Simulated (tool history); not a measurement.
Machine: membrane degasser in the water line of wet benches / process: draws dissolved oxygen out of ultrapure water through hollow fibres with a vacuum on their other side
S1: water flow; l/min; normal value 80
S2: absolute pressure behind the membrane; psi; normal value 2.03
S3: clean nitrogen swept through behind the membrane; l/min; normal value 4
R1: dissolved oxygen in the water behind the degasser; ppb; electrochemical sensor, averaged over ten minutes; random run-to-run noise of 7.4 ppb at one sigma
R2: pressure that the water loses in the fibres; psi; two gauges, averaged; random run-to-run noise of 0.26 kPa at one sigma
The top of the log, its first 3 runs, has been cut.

Run 4, hour 248.1: usual settings but S3 1.91 l/min. Result: R1 1063.6 ppb, R2 10.069 psi.
Run 5, hour 304.5: usual settings but S3 1.91 l/min. Result: R1 1098.1 ppb, R2 10.089 psi.
Run 6, hour 370.8: usual settings but S3 9.62 l/min. Result: R1 505.4 ppb, R2 10.071 psi.
At hour 421.7: vacuum gauge calibrated.
Run 7, hour 435.4: usual settings but S3 9.62 l/min. Result: R1 500.6 ppb, R2 10.121 psi.
Run 8, hour 521.4: usual settings but S3 9.62 l/min. Result: R1 505.3 ppb, R2 10.047 psi.
Run 9, hour 604.6: usual settings but S3 9.62 l/min. Result: R1 508.1 ppb, R2 10.041 psi.
Run 10, hour 686.3: usual settings but S3 3.07 l/min. Result: R1 826.5 ppb, R2 10.008 psi.
Run 11, hour 723.2: usual settings. Result: R1 734.3 ppb, R2 10.098 psi.
Run 12, hour 758: usual settings but S1 94 l/min. Result: R1 878.7 ppb, R2 11.877 psi.
Run 13, hour 823.3: usual settings but S3 9.88 l/min. Result: R1 497.7 ppb, R2 10.131 psi.
Run 14, hour 870.3: usual settings but S2 1.42 psi, S3 9.88 l/min. Result: R1 432.1 ppb, R2 10.05 psi.
Run 15, hour 927.7: usual settings but S2 1.42 psi, S3 5.19 l/min. Result: R1 526.2 ppb, R2 10.093 psi.
Run 16, hour 993.1: usual settings but S2 2.22 psi. Result: R1 783.8 ppb, R2 10.1 psi.
Run 17, hour 1076.4: usual settings but S1 72 l/min, S2 3.13 psi, S3 1.73 l/min. Result: R1 1508.5 ppb, R2 9.053 psi.
Run 18, hour 1139.7: usual settings but S1 74 l/min, S2 3.84 psi, S3 2.1 l/min. Result: R1 1609.1 ppb, R2 9.342 psi.
Run 19, hour 1201: usual settings but S1 93 l/min, S2 3.84 psi, S3 6.81 l/min. Result: R1 1019.2 ppb, R2 11.706 psi.
Run 20, hour 1246.8: usual settings but S1 63 l/min, S2 1.39 psi, S3 10.07 l/min. Result: R1 306.1 ppb, R2 7.89 psi.
Run 21, hour 1281.5: usual settings but S1 66 l/min, S3 11.24 l/min. Result: R1 361.1 ppb, R2 8.322 psi.
Run 22, hour 1366.7: usual settings but S1 88 l/min, S2 2.6 psi, S3 1.96 l/min. Result: R1 1412.1 ppb, R2 11.079 psi.
Run 23, hour 1423.7: usual settings but S1 50 l/min, S2 1.9 psi, S3 7.14 l/min. Result: R1 293.6 ppb, R2 6.325 psi.
Run 24, hour 1479.6: usual settings but S3 1.89 l/min. Result: R1 1089.7 ppb, R2 10.083 psi.
Run 25, hour 1525.1: usual settings but S1 90 l/min, S2 1.67 psi, S3 1.73 l/min. Result: R1 1063.2 ppb, R2 11.394 psi.
Run 26, hour 1572.6: usual settings but S2 3.5 psi, S3 2.88 l/min. Result: R1 1348 ppb, R2 10.077 psi.
Run 27, hour 1613.7: usual settings but S2 2.2 psi. Result: R1 774.5 ppb, R2 10.002 psi.
Run 28, hour 1653.5: usual settings but S1 103 l/min, S2 4.34 psi, S3 3.46 l/min. Result: R1 1776.8 ppb, R2 12.939 psi.

Forecast run 29:
Run 29, hour 1716.4: usual settings but S1 79 l/min, S2 4.34 psi, S3 2.29 l/min. Result: R1 ?, R2 ?.

{"run 29": {"R1": 1794.3, "R2": 9.906}}
With no hidden state in the tool, this same run would have given R1 1794.1 ppb, R2 9.903 psi.
